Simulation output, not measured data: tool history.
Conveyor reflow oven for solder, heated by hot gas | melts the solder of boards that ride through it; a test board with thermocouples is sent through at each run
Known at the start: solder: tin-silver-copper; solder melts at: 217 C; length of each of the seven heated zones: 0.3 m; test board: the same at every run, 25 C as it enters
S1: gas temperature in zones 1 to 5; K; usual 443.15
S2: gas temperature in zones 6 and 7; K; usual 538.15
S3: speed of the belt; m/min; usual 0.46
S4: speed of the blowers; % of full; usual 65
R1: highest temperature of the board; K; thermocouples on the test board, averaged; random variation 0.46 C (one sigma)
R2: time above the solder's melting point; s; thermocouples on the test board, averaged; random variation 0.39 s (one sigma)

Run 1, day 0: usual settings. Result: R1 526.05 K, R2 58.2 s.
Run 2, day 0.671: usual settings. Result: R1 525.05 K, R2 58.2 s.
Run 3, day 1.5: usual settings. Result: R1 527.05 K, R2 58.3 s.
Run 4, day 2.596: usual settings. Result: R1 525.05 K, R2 57.8 s.
Run 5, day 3.296: usual settings but S4 77 % of full. Result: R1 528.55 K, R2 60.5 s.
Run 6, day 4.188: usual settings but S3 0.466 m/min, S4 77 % of full. Result: R1 528.95 K, R2 59.4 s.
Run 7, day 5.321: usual settings but S3 0.466 m/min, S4 77 % of full. Result: R1 527.65 K, R2 59.1 s.
Run 8, day 6.112: usual settings but S3 0.466 m/min, S4 77 % of full. Result: R1 527.35 K, R2 59.5 s.
Run 9, day 6.933: usual settings but S2 531.15 K. Result: R1 519.05 K, R2 53.7 s.
Run 10, day 7.442: usual settings but S1 452.15 K. Result: R1 526.35 K, R2 61.7 s.
Run 11, day 8.446: usual settings but S1 454.15 K, S2 528.15 K. Result: R1 517.65 K, R2 57.3 s.
Run 12, day 9.383: usual settings but S1 454.15 K, S2 528.15 K, S4 69 % of full. Result: R1 519.05 K, R2 57.8 s.
At day 9.954: flux residue cleaned out of gas plates and filters.
Run 13, day 10.183: usual settings but S1 454.15 K, S2 528.15 K, S4 69 % of full. Result: R1 518.75 K, R2 58.3 s.
Run 14, day 10.729: usual settings but S4 76 % of full. Result: R1 527.55 K, R2 61 s.
Run 15, day 11.267: usual settings but S1 435.15 K, S2 541.15 K, S3 0.497 m/min, S4 70 % of full. Result: R1 526.25 K, R2 51.9 s.
Run 16, day 12.088: usual settings but S3 0.377 m/min, S4 53 % of full. Result: R1 527.95 K, R2 74 s.
Run 17, day 13.033: usual settings but S1 432.15 K, S3 0.535 m/min, S4 60 % of full. Result: R1 516.45 K, R2 38.1 s.
Run 18, day 13.638: usual settings but S1 454.15 K, S3 0.441 m/min, S4 79 % of full. Result: R1 530.85 K, R2 69.8 s.

Forecast each of these 4 alternatives for the next run:
Run A, day 14.683: usual settings but S3 0.407 m/min, S4 78 % of full. Result: R1 ?, R2 ?.
Run B, day 14.683: usual settings but S1 454.15 K, S2 546.15 K, S3 0.372 m/min, S4 68 % of full. Result: R1 ?, R2 ?.
Run C, day 14.683: usual settings but S1 429.15 K, S3 0.441 m/min, S4 79 % of full. Result: R1 ?, R2 ?.
Run D, day 14.683: usual settings but S1 440.15 K, S2 530.15 K, S3 0.441 m/min, S4 79 % of full. Result: R1 ?, R2 ?.

run      R1    R2
  A  531.05  71.9
  B  539.05  88.1
  C  527.65  59.9
  D  522.45    59
Without the tool's hidden state the same runs would have given:
run      R1    R2
  A  531.15    72
  B  539.15  88.1
  C  527.75    60
  D  522.55  59.1
